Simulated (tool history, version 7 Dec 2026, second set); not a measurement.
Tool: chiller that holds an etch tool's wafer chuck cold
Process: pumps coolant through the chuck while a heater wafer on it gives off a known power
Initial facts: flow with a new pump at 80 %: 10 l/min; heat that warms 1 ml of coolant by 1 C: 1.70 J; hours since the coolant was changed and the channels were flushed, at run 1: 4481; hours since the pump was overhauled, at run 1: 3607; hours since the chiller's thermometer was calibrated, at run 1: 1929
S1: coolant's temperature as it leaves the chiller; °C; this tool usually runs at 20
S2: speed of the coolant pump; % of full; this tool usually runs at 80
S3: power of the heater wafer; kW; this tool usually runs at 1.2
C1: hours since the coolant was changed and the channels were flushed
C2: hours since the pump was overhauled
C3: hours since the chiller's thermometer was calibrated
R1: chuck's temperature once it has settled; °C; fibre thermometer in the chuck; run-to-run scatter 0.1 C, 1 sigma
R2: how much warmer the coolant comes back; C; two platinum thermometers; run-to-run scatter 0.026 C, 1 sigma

{"run": 1, "hour": 0.0, "S1": 20, "S2": 80, "S3": 1.2, "C1": 4481, "C2": 3607, "C3": 1929, "R1": 29.6, "R2": 4.26}
{"run": 2, "hour": 112.2, "S1": 18, "S2": 80, "S3": 1.2, "C1": 4594, "C2": 3719, "C3": 2041, "R1": 27.5, "R2": 4.26}
{"run": 3, "hour": 218.9, "S1": 20, "S2": 80, "S3": 1.2, "C1": 4700, "C2": 3826, "C3": 2148, "R1": 29.6, "R2": 4.17}
{"run": 4, "hour": 352.9, "S1": 20, "S2": 80, "S3": 1.629, "C1": 4834, "C2": 3960, "C3": 2282, "R1": 33.1, "R2": 5.73}
{"hour": 497.7, "done": "chiller's thermometer calibrated"}
{"hour": 529.9, "done": "coolant changed, channels flushed"}
{"run": 5, "hour": 529.9, "S1": 20, "S2": 80, "S3": 1.629, "C1": 0, "C2": 4130, "C3": 26, "R1": 32.8, "R2": 5.67}
{"run": 6, "hour": 667.4, "S1": 20, "S2": 80, "S3": 1.2, "C1": 137, "C2": 4267, "C3": 164, "R1": 29.5, "R2": 4.09}
{"run": 7, "hour": 816.7, "S1": 20, "S2": 80, "S3": 1.2, "C1": 287, "C2": 4416, "C3": 313, "R1": 29.5, "R2": 4.1}
{"run": 8, "hour": 899.4, "S1": 20, "S2": 83, "S3": 1.2, "C1": 369, "C2": 4499, "C3": 396, "R1": 29.4, "R2": 3.98}
{"run": 9, "hour": 1018.0, "S1": 20, "S2": 83, "S3": 1.2, "C1": 488, "C2": 4618, "C3": 514, "R1": 29.2, "R2": 3.93}
{"run": 10, "hour": 1105.6, "S1": 20, "S2": 83, "S3": 1.2, "C1": 576, "C2": 4705, "C3": 602, "R1": 29.3, "R2": 3.94}
{"run": 11, "hour": 1301.5, "S1": 20, "S2": 80, "S3": 1.2, "C1": 772, "C2": 4901, "C3": 798, "R1": 29.5, "R2": 4.08}
{"run": 12, "hour": 1384.0, "S1": 20, "S2": 80, "S3": 1.2, "C1": 854, "C2": 4984, "C3": 880, "R1": 29.6, "R2": 4}
{"run": 13, "hour": 1477.3, "S1": 20, "S2": 80, "S3": 1.2, "C1": 947, "C2": 5077, "C3": 974, "R1": 29.5, "R2": 4.03}
{"run": 14, "hour": 1667.4, "S1": 20, "S2": 80, "S3": 0.928, "C1": 1137, "C2": 5267, "C3": 1164, "R1": 27.4, "R2": 3.01}
{"run": 15, "hour": 1792.1, "S1": 20, "S2": 76, "S3": 1.487, "C1": 1262, "C2": 5392, "C3": 1288, "R1": 32.3, "R2": 5.27}
{"run": 16, "hour": 1928.7, "S1": 13, "S2": 76, "S3": 1.019, "C1": 1399, "C2": 5528, "C3": 1425, "R1": 21.5, "R2": 3.52}
{"run": 17, "hour": 2053.6, "S1": 13, "S2": 76, "S3": 1.019, "C1": 1524, "C2": 5653, "C3": 1550, "R1": 21.6, "R2": 3.51}
{"hour": 2138.2, "done": "coolant pump overhauled"}
{"run": 18, "hour": 2144.2, "S1": 20, "S2": 97, "S3": 1.719, "C1": 1609, "C2": 6, "C3": 1635, "R1": 31.5, "R2": 4.68}
{"run": 19, "hour": 2271.9, "S1": 15, "S2": 97, "S3": 0.718, "C1": 1737, "C2": 134, "C3": 1763, "R1": 19.8, "R2": 1.75}
{"run": 20, "hour": 2440.6, "S1": 20, "S2": 80, "S3": 0.645, "C1": 1906, "C2": 302, "C3": 1932, "R1": 25.1, "R2": 1.86}
{"run": 21, "hour": 2558.4, "S1": 20, "S2": 80, "S3": 1.187, "C1": 2023, "C2": 420, "C3": 2050, "R1": 29.3, "R2": 3.81}
{"run": 22, "hour": 2647.8, "S1": 12, "S2": 74, "S3": 1.452, "C1": 2113, "C2": 510, "C3": 2139, "R1": 24.3, "R2": 5.1}
{"run": 23, "hour": 2739.5, "S1": 20, "S2": 78, "S3": 1.2, "C1": 2205, "C2": 601, "C3": 2231, "R1": 29.9, "R2": 3.94}
{"run": 24, "hour": 2904.0, "S1": 11, "S2": 66, "S3": 1.398, "C1": 2369, "C2": 766, "C3": 2395, "R1": 24.2, "R2": 5.53}
{"hour": 2936.3, "done": "chiller's thermometer calibrated"}
{"hour": 3052.4, "done": "gauge calibrated"}
{"run": 25, "hour": 3092.9, "S1": 20, "S2": 80, "S3": 0.659, "C1": 2557, "C2": 954, "C3": 157, "R1": 25.1, "R2": 2.32}
{"run": 26, "hour": 3199.4, "S1": 20, "S2": 80, "S3": 0.659, "C1": 2663, "C2": 1060, "C3": 263, "R1": 25.1, "R2": 2.3}

Alternative continuations, all from the tool just after run 26; predict every row:
{"run": "A", "hour": 3357.0, "S1": 17, "S2": 100, "S3": 1.593, "C1": 2821, "C2": 1218, "C3": 421, "R1": "?", "R2": "?"}
{"run": "B", "hour": 3357.0, "S1": 16, "S2": 99, "S3": 1.2, "C1": 2821, "C2": 1218, "C3": 421, "R1": "?", "R2": "?"}
{"run": "C", "hour": 3357.0, "S1": 20, "S2": 67, "S3": 0.659, "C1": 2821, "C2": 1218, "C3": 421, "R1": "?", "R2": "?"}
{"run": "D", "hour": 3357.0, "S1": 20, "S2": 80, "S3": 1.052, "C1": 2821, "C2": 1218, "C3": 421, "R1": "?", "R2": "?"}

run=A R1=27.5 R2=4.52
run=B R1=24 R2=3.39
run=C R1=26.1 R2=2.71
run=D R1=28.4 R2=3.67
Take away the tool's hidden state, keep each run's random variation, and the runs would have read:
run=A R1=27.5 R2=4.56
run=B R1=23.9 R2=3.43
run=C R1=26.1 R2=2.76
run=D R1=28.4 R2=3.72
